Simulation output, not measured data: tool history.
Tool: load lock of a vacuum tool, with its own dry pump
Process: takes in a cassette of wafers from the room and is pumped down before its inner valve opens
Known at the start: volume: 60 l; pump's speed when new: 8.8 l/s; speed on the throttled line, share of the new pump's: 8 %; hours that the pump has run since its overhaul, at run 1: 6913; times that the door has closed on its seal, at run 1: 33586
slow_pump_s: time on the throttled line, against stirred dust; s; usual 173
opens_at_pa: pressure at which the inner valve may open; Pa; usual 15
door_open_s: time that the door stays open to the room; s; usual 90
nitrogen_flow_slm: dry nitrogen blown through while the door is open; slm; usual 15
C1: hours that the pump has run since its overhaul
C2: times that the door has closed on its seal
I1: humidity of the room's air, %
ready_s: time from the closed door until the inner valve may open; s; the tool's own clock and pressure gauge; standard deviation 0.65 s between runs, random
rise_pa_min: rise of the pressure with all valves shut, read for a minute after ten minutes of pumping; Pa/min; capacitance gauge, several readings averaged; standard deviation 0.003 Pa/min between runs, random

run 1 hour=0.0 | slow_pump_s=173 opens_at_pa=15 door_open_s=90 nitrogen_flow_slm=15 | C1=6913 C2=33586 | I1=44.6 | ready_s=219.3 rise_pa_min=0.305
run 2 hour=688.6 | slow_pump_s=173 opens_at_pa=15 door_open_s=90 nitrogen_flow_slm=15 | C1=7601 C2=36932 | I1=45.9 | ready_s=219.4 rise_pa_min=0.356
run 3 hour=1024.7 | slow_pump_s=173 opens_at_pa=15 door_open_s=90 nitrogen_flow_slm=15 | C1=7937 C2=38565 | I1=49.4 | ready_s=220.6 rise_pa_min=0.386
run 4 hour=1335.4 | slow_pump_s=173 opens_at_pa=15 door_open_s=90 nitrogen_flow_slm=15 | C1=8248 C2=40074 | I1=43.4 | ready_s=220.7 rise_pa_min=0.410
run 5 hour=1648.9 | slow_pump_s=173 opens_at_pa=15 door_open_s=90 nitrogen_flow_slm=15 | C1=8562 C2=41597 | I1=51.3 | ready_s=221.3 rise_pa_min=0.450
-- hour=2062.2 door's seal changed, seat wiped
run 6 hour=2327.6 | slow_pump_s=183 opens_at_pa=15 door_open_s=76 nitrogen_flow_slm=16 | C1=9239 C2=1290 | I1=42.5 | ready_s=230.1 rise_pa_min=0.054
run 7 hour=2926.4 | slow_pump_s=155 opens_at_pa=18 door_open_s=90 nitrogen_flow_slm=15 | C1=9838 C2=4199 | I1=42.8 | ready_s=203.0 rise_pa_min=0.071
run 8 hour=3328.9 | slow_pump_s=281 opens_at_pa=15 door_open_s=90 nitrogen_flow_slm=8 | C1=10240 C2=6155 | I1=44.7 | ready_s=319.1 rise_pa_min=0.096

Forecast run 9:
run 9 hour=3756.4 | slow_pump_s=281 opens_at_pa=15 door_open_s=165 nitrogen_flow_slm=8 | C1=10668 C2=8232 | I1=44.7 | ready_s=? rise_pa_min=?

{"run 9": {"ready_s": 320.1, "rise_pa_min": 0.121}}
Minus the tool's unlogged condition, the same run would have read ready_s 317.9 s, rise_pa_min 0.086 Pa/min.
